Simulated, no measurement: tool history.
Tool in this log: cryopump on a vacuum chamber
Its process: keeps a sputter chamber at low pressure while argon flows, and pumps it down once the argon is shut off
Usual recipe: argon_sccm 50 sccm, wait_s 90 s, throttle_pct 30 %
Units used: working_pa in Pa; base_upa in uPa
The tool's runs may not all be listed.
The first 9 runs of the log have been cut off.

run,hour,argon_sccm,wait_s,throttle_pct,working_pa,base_upa
# hour 434.5: pump warmed up, emptied and cooled again
10,472.9,50,90,52,0.0809,0.98
11,521,50,90,52,0.0817,1.01
12,595,50,90,52,0.0827,1.08
13,648.2,50,90,52,0.0844,1.15
14,692.9,96,90,52,0.1628,1.12
15,745.2,96,90,52,0.1649,1.19
16,814.9,96,159,52,0.1701,1.16
17,895.6,96,159,52,0.1738,1.27
18,943.1,96,159,52,0.177,1.34
19,982.3,50,171,27,0.1652,1.36
# hour 998.1: pump warmed up, emptied and cooled again
20,1036.2,50,297,19,0.2171,1.06
21,1075.2,58,24,53,0.0926,1.82
22,1153.7,96,160,53,0.1565,1.27
23,1222.4,96,160,53,0.1582,1.32
24,1289.7,28,231,26,0.0926,1.31
25,1355.5,28,231,26,0.0933,1.49
26,1390.7,23,177,59,0.0361,1.52
27,1469.7,50,54,19,0.2292,1.86
28,1524.2,58,90,30,0.174,1.81
# hour 1561.6: pump warmed up, emptied and cooled again
29,1597.6,50,47,17,0.2403,1.7
30,1653.2,50,47,17,0.2446,1.69

What will run 31 give?
31,1710.7,50,47,17,?,?

For run 31 the tool returned working_pa 0.2444 Pa, base_upa 1.74 uPa.
With the hidden condition absent and the run-to-run variation left alone, this run would have shown working_pa 0.2398 Pa, base_upa 0.49 uPa.
